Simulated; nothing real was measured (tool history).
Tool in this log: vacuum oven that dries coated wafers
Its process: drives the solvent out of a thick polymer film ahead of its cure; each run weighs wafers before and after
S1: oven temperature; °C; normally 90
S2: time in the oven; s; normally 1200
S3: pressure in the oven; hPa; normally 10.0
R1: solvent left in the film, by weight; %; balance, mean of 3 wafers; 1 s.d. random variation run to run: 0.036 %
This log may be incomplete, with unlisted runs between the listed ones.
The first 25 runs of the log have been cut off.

run	day	S1	S2	S3	R1
26	63.167	78	1200	17.4	6.19
27	65.746	78	1680	16.2	4.55
28	68.750	78	1680	16.2	4.49
29	70.867	78	1920	13.7	3.74
30	74.196	102	660	15.9	3.27
31	76.883	102	660	15.9	3.26
32	79.000	76	1200	10.0	6.16
33	82.512	76	600	33.1	10.44

The next listed run, before its measurement:
34	84.675	90	1920	10.0	?

R1: 1.41 %
Were there no unlogged condition in the tool, this run, its random variation unchanged, would have produced R1 1.40 %.
